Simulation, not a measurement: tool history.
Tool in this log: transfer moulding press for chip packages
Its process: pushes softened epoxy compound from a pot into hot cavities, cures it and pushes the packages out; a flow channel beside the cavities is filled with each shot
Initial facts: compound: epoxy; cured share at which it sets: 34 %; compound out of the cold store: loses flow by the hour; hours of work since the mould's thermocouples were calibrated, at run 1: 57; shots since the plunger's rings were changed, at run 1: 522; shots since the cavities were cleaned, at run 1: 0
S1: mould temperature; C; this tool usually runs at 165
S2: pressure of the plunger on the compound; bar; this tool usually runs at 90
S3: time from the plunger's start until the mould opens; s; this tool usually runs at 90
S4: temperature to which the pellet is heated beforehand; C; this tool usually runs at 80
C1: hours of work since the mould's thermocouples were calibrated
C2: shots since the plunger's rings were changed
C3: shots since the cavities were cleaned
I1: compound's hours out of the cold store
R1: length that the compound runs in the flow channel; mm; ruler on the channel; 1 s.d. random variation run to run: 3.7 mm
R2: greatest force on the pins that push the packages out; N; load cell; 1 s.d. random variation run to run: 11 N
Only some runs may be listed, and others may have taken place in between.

run	hour	S1	S2	S3	S4	C1	C2	C3	I1	R1	R2
1	0	165	90	90	80	57	522	0	44.1	818	502
2	31.3	165	90	90	79	81	1025	503	39.9	822	521
# hour 58.1: cavities cleaned with cleaning compound and waxed
3	64.3	165	90	90	79	104	1531	98	46.4	811	470
# hour 113.7: cavities cleaned with cleaning compound and waxed
4	126.3	165	90	90	79	149	2505	203	11	890	530
5	152.4	165	90	90	89	168	2924	622	10.7	895	534
# hour 169.7: cavities cleaned with cleaning compound and waxed
6	216.5	165	90	90	89	215	3931	752	19.5	869	519
# hour 226.4: cavities cleaned with cleaning compound and waxed
# hour 251.5: plunger's sealing rings changed
7	263.8	157	90	90	80	247	198	561	37	867	996
# hour 284.8: cavities cleaned with cleaning compound and waxed
8	319.6	165	90	111	80	287	1071	560	16.9	880	398
# hour 339.9: cavities cleaned with cleaning compound and waxed
9	375.2	165	90	111	80	327	1940	566	18.9	870	381
# hour 395.6: cavities cleaned with cleaning compound and waxed
10	432.1	165	90	111	80	369	2832	588	28.2	850	397
# hour 453: cavities cleaned with cleaning compound and waxed
11	495.5	165	69.5	90	80	415	3827	684	15.1	773	525
# hour 507.6: cavities cleaned with cleaning compound and waxed
# hour 537.7: plunger's sealing rings changed
12	542.8	165	69.5	90	71	447	81	526	47	720	508
# hour 566.1: cavities cleaned with cleaning compound and waxed
13	574.7	165	69.5	90	71	469	570	138	10.4	786	539
# hour 622.5: cavities cleaned with cleaning compound and waxed
14	625.6	165	69.5	90	71	506	1365	50	38.6	733	510

Run 15 is up next; what results do you expect?
# hour 678.2: cavities cleaned with cleaning compound and waxed
15	683.4	165	90	78	80	548	2271	84	16.7	?	?

{"run 15": {"R1": 880, "R2": 739}}
On a tool with no hidden condition, and with the same random variation, this run would have come out at R1 881 mm, R2 735 N.

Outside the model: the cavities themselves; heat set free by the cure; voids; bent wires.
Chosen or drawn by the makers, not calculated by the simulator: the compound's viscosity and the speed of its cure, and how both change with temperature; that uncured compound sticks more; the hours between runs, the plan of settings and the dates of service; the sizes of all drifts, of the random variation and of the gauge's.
